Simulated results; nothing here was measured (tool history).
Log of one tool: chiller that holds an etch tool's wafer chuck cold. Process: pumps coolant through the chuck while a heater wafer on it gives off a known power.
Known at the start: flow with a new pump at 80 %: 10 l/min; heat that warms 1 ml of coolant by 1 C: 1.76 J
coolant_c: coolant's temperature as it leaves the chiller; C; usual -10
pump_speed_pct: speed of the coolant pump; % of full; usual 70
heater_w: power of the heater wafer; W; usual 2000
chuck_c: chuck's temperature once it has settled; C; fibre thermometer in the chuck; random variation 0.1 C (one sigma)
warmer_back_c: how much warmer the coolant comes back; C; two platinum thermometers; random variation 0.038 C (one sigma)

run 1 day=0.000 | coolant_c=-10 pump_speed_pct=70 heater_w=2000 | chuck_c=5.1 warmer_back_c=7.89
run 2 day=1.429 | coolant_c=-10 pump_speed_pct=70 heater_w=2000 | chuck_c=5.4 warmer_back_c=7.96
run 3 day=2.625 | coolant_c=-10 pump_speed_pct=70 heater_w=2000 | chuck_c=5.3 warmer_back_c=8.04
run 4 day=4.196 | coolant_c=-10 pump_speed_pct=70 heater_w=2000 | chuck_c=5.2 warmer_back_c=7.94
run 5 day=5.596 | coolant_c=-10 pump_speed_pct=70 heater_w=1432 | chuck_c=0.8 warmer_back_c=5.72
run 6 day=7.662 | coolant_c=-10 pump_speed_pct=70 heater_w=1617 | chuck_c=2.4 warmer_back_c=6.41
run 7 day=9.446 | coolant_c=-10 pump_speed_pct=70 heater_w=1617 | chuck_c=2.4 warmer_back_c=6.42
run 8 day=10.646 | coolant_c=-10 pump_speed_pct=63 heater_w=2000 | chuck_c=6.6 warmer_back_c=8.89
run 9 day=12.308 | coolant_c=-10 pump_speed_pct=62 heater_w=2000 | chuck_c=6.8 warmer_back_c=9.05
run 10 day=14.067 | coolant_c=-10 pump_speed_pct=62 heater_w=2000 | chuck_c=7.0 warmer_back_c=9.01
run 11 day=15.433 | coolant_c=-10 pump_speed_pct=62 heater_w=2000 | chuck_c=6.8 warmer_back_c=9.06
run 12 day=16.408 | coolant_c=-10 pump_speed_pct=62 heater_w=2000 | chuck_c=6.9 warmer_back_c=9.04
run 13 day=18.458 | coolant_c=-10 pump_speed_pct=62 heater_w=2000 | chuck_c=6.8 warmer_back_c=9.08
run 14 day=19.921 | coolant_c=-13 pump_speed_pct=72 heater_w=2631 | chuck_c=6.9 warmer_back_c=10.34

Run 15 comes next. What will it give?
run 15 day=22.142 | coolant_c=-13 pump_speed_pct=72 heater_w=2631 | chuck_c=? warmer_back_c=?

chuck_c: 7.1 C
warmer_back_c: 10.30 C
Without the tool's hidden state the same run would have given chuck_c 6.2 C, warmer_back_c 9.91 C.

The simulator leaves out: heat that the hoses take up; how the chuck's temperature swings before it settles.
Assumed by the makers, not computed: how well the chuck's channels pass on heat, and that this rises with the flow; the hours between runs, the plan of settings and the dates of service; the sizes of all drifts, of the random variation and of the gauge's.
